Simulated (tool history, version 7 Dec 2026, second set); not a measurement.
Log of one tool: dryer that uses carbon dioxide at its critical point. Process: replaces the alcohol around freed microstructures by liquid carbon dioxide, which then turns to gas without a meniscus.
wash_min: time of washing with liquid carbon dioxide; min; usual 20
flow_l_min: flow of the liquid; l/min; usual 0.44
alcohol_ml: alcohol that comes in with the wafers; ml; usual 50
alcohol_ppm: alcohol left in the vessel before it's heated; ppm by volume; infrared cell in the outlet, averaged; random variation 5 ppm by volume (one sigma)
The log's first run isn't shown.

run,hour,wash_min,flow_l_min,alcohol_ml,alcohol_ppm
2,18.1,20,0.44,50,16
3,31.6,20,0.44,50,16
4,51.9,20,0.303,50,243
5,64.8,20,0.44,50,29
6,85.5,20,0.44,50,29
7,107.9,20,0.44,50,24
8,126.9,20,0.44,50,36
9,138.9,20,0.44,50,27
10,163.8,20,0.348,50,124
11,175,20,0.348,50,126
12,197.4,20,0.348,50,123
13,212.7,20,0.398,50,56
14,228,15,0.44,50,157
15,248.5,15,0.44,50,153
16,259,28,0.44,101,32
17,273.6,12,0.44,27,254
18,288,22,0.44,50,30

Run 19 comes next. What will it give?
19,305,12,0.44,50,?

{"run 19": {"alcohol_ppm": 462}}
Without the tool's hidden state the same run would have given alcohol_ppm 379 ppm by volume.
